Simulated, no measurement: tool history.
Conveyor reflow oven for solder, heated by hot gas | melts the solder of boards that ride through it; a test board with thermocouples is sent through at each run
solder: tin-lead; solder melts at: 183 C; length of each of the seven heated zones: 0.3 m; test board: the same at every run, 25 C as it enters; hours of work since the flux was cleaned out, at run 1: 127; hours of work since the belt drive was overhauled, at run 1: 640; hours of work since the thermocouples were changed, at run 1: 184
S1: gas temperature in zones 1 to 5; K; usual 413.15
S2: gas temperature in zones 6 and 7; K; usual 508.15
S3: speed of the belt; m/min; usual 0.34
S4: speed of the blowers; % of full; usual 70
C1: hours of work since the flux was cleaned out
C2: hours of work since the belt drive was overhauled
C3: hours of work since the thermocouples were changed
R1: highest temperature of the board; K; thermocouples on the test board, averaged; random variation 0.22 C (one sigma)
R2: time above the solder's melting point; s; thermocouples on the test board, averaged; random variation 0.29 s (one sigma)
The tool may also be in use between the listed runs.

run,hour,S1,S2,S3,S4,C1,C2,C3,R1,R2
1,0,413.15,508.15,0.34,70,127,640,184,495.85,88.5
2,83.5,413.15,508.15,0.34,70,191,705,249,495.75,87.7
# hour 130.1: belt drive overhauled, speed set with a stopwatch
3,130.3,413.15,508.15,0.34,70,225,0,282,495.95,90
# hour 142.6: flux residue cleaned out of gas plates and filters
4,198.9,413.15,508.15,0.4,70,44,49,331,492.65,72.6
5,256.9,413.15,508.15,0.4,70,88,94,376,492.15,72.7
# hour 285.5: belt drive overhauled, speed set with a stopwatch, once more
6,348.3,413.15,508.15,0.4,70,156,49,443,490.65,68.1
7,387.9,413.15,508.15,0.4,70,187,79,474,490.75,67.9
# hour 450.9: flux residue cleaned out of gas plates and filters
8,472.4,413.15,508.15,0.4,70,17,141,536,491.55,69.2
9,516.8,413.15,508.15,0.34,70,51,175,570,496.85,87.8
10,554.3,413.15,508.15,0.34,70,80,204,599,496.75,88.2
11,594.5,413.15,508.15,0.34,70,111,235,630,496.65,87.9
12,665.8,413.15,508.15,0.34,70,166,290,685,496.95,88
# hour 756: flux residue cleaned out of gas plates and filters
13,756.5,413.15,508.15,0.34,70,0,356,751,497.35,88.8
14,797.4,405.15,508.15,0.34,70,32,388,783,496.55,84.3
15,846.9,413.15,508.15,0.34,70,70,426,821,496.95,88.8
16,894.1,413.15,508.15,0.34,70,107,463,858,497.55,88.8
17,962.4,425.15,502.15,0.287,83,160,516,911,498.35,115.4
18,1041.4,425.15,502.15,0.335,83,221,577,972,495.85,96.2
# hour 1059.5: flux residue cleaned out of gas plates and filters
19,1096.6,425.15,517.15,0.335,83,29,616,1010,511.05,105.9
20,1140.7,425.15,517.15,0.335,83,63,650,1045,510.85,105.9
21,1222.1,425.15,517.15,0.335,83,126,713,1107,510.15,106.5
# hour 1257.7: belt drive overhauled, speed set with a stopwatch
22,1289.5,421.15,510.15,0.338,55,175,25,1156,497.15,92.1
# hour 1365.7: flux residue cleaned out of gas plates and filters
23,1365.7,421.15,510.15,0.359,54,0,80,1212,496.25,85.9
24,1444.7,418.15,508.15,0.34,52,61,141,1273,495.15,87.6
25,1480.3,426.15,514.15,0.275,54,89,168,1300,507.85,127.7
# hour 1533.6: thermocouples of zones 6 and 7 changed
26,1553,426.15,514.15,0.275,54,143,223,15,504.75,125
27,1625.5,413.15,508.15,0.275,69,199,279,71,500.25,114.5
# hour 1672.1: flux residue cleaned out of gas plates and filters
28,1674.7,413.15,508.15,0.275,69,2,313,105,500.95,115.2
29,1726.6,413.15,508.15,0.34,61,42,353,145,494.35,85.7
30,1797.4,413.15,508.15,0.34,61,97,408,200,494.05,86

4 ways to go on from here, each from the tool as it stands after run 30. What would each give?
A,1853.6,413.15,508.15,0.332,70,140,451,244,?,?
B,1853.6,413.15,499.15,0.34,70,140,451,244,?,?
C,1853.6,408.15,504.15,0.34,61,140,451,244,?,?
D,1853.6,413.15,508.15,0.327,61,140,451,244,?,?

run,R1,R2
A,496.55,90.3
B,487.85,79.7
C,489.85,78.8
D,495.15,90.4
Without the tool's hidden state the same runs would have given:
run,R1,R2
A,496.25,89
B,487.45,78.5
C,489.45,77.6
D,494.75,89

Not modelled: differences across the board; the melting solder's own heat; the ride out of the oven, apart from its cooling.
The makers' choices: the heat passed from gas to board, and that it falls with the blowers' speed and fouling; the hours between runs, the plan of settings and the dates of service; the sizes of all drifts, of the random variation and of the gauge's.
